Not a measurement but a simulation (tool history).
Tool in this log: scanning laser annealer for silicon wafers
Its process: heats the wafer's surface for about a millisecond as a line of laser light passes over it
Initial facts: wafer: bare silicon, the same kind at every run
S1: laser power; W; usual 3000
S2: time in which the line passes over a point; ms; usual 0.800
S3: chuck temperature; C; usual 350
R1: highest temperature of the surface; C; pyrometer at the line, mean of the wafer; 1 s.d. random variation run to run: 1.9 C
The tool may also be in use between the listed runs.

run,hour,S1,S2,S3,R1
1,0.0,3000,0.800,350,1143
2,17.3,3000,0.800,349,1145
3,44.6,3000,0.800,349,1145
4,59.9,3000,0.800,355,1152
5,87.2,3000,0.800,350,1139
6,104.9,3000,0.800,350,1143
7,125.0,3000,0.800,350,1140
8,154.7,3000,0.800,330,1121
9,173.4,3000,0.804,350,1143
10,195.4,3000,0.800,350,1137
11,212.5,2946,0.837,350,1137
12,239.8,2990,0.800,318,1104
13,262.3,3134,0.587,337,1057
14,284.2,3000,0.800,338,1125
15,309.2,3228,0.565,365,1090
16,333.9,3228,0.565,365,1092
17,353.3,3228,0.565,365,1090
18,379.6,2957,0.847,347,1137
19,405.8,3130,0.804,349,1174

Measured minus without-hidden-state, run by run (identical run-to-run variation in each term; gauge scatter may differ):
Hidden conditions of the tool in this case: light that passes the window, % of a clean one's; laser's true power over the reading, %; width of the line over the set one, %; drift of the gauge itself on peak_c, C.
run,R1
1,-27
2,-27
3,-28
4,-29
5,-30
6,-30
7,-31
8,-32
9,-33
10,-33
11,-34
12,-35
13,-33
14,-37
15,-34
16,-36
17,-36
18,-40
19,-43

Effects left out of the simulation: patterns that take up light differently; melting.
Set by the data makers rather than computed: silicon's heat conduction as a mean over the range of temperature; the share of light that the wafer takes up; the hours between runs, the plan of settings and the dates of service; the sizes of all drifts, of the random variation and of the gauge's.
